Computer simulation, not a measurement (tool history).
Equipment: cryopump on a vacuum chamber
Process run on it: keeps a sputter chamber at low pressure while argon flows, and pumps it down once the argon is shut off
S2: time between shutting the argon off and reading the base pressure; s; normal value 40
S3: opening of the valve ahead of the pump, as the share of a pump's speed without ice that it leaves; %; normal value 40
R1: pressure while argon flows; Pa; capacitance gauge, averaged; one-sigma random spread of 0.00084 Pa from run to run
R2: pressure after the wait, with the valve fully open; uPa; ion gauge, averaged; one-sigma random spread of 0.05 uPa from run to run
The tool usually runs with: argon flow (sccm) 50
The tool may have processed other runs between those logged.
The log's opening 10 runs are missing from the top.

-- hour=450.1 leaking fittings of the chamber tightened, without venting
run 11 hour=452.3 | argon_flow_(sccm)=50 S2=40 S3=40 | R1=0.1781 R2=3.15
run 12 hour=490.2 | argon_flow_(sccm)=75 S2=40 S3=40 | R1=0.2707 R2=3.15
run 13 hour=543.5 | argon_flow_(sccm)=75 S2=40 S3=40 | R1=0.2682 R2=3.16
run 14 hour=596.1 | argon_flow_(sccm)=50 S2=79 S3=40 | R1=0.1784 R2=1.81
run 15 hour=651.2 | argon_flow_(sccm)=30 S2=79 S3=40 | R1=0.108 R2=1.88
run 16 hour=717.3 | argon_flow_(sccm)=30 S2=79 S3=40 | R1=0.1083 R2=1.92
run 17 hour=751.1 | argon_flow_(sccm)=30 S2=79 S3=40 | R1=0.1079 R2=1.89
run 18 hour=784.5 | argon_flow_(sccm)=50 S2=40 S3=36 | R1=0.2002 R2=3.35
run 19 hour=835.8 | argon_flow_(sccm)=47 S2=186 S3=36 | R1=0.1882 R2=1.19
run 20 hour=881.8 | argon_flow_(sccm)=36 S2=41 S3=57 | R1=0.0955 R2=3.37
run 21 hour=931.7 | argon_flow_(sccm)=36 S2=41 S3=57 | R1=0.0959 R2=3.39
run 22 hour=970.4 | argon_flow_(sccm)=36 S2=41 S3=57 | R1=0.0963 R2=3.39
-- hour=995.4 pump warmed up, emptied and cooled again
run 23 hour=1020.2 | argon_flow_(sccm)=59 S2=87 S3=57 | R1=0.1417 R2=1.82
run 24 hour=1081.3 | argon_flow_(sccm)=59 S2=87 S3=57 | R1=0.1422 R2=1.85
run 25 hour=1140.8 | argon_flow_(sccm)=59 S2=87 S3=57 | R1=0.1432 R2=1.89
run 26 hour=1169.2 | argon_flow_(sccm)=76 S2=40 S3=18 | R1=0.577 R2=3.45
run 27 hour=1223.2 | argon_flow_(sccm)=27 S2=70 S3=40 | R1=0.0937 R2=2.31
run 28 hour=1285.4 | argon_flow_(sccm)=63 S2=35 S3=38 | R1=0.229 R2=3.92
run 29 hour=1327.5 | argon_flow_(sccm)=63 S2=35 S3=38 | R1=0.2325 R2=3.91
run 30 hour=1366.3 | argon_flow_(sccm)=63 S2=35 S3=38 | R1=0.2309 R2=4.01
run 31 hour=1405.5 | argon_flow_(sccm)=93 S2=119 S3=38 | R1=0.3434 R2=1.72
run 32 hour=1441.1 | argon_flow_(sccm)=93 S2=119 S3=38 | R1=0.3424 R2=1.76
run 33 hour=1496.4 | argon_flow_(sccm)=22 S2=40 S3=26 | R1=0.1176 R2=3.67
run 34 hour=1557.1 | argon_flow_(sccm)=24 S2=66 S3=21 | R1=0.1591 R2=2.52

Forecast each of these 4 alternatives for the next run:
run A hour=1613.4 | argon_flow_(sccm)=66 S2=66 S3=21 | R1=? R2=?
run B hour=1613.4 | argon_flow_(sccm)=50 S2=112 S3=21 | R1=? R2=?
run C hour=1613.4 | argon_flow_(sccm)=28 S2=40 S3=29 | R1=? R2=?
run D hour=1613.4 | argon_flow_(sccm)=24 S2=66 S3=21 | R1=? R2=?

run=A R1=0.4392 R2=2.68
run=B R1=0.3325 R2=1.9
run=C R1=0.1346 R2=3.71
run=D R1=0.158 R2=2.68
Without the tool's hidden state the same runs would have given:
run=A R1=0.4294 R2=1.99
run=B R1=0.325 R2=1.22
run=C R1=0.1305 R2=3.03
run=D R1=0.1545 R2=1.99
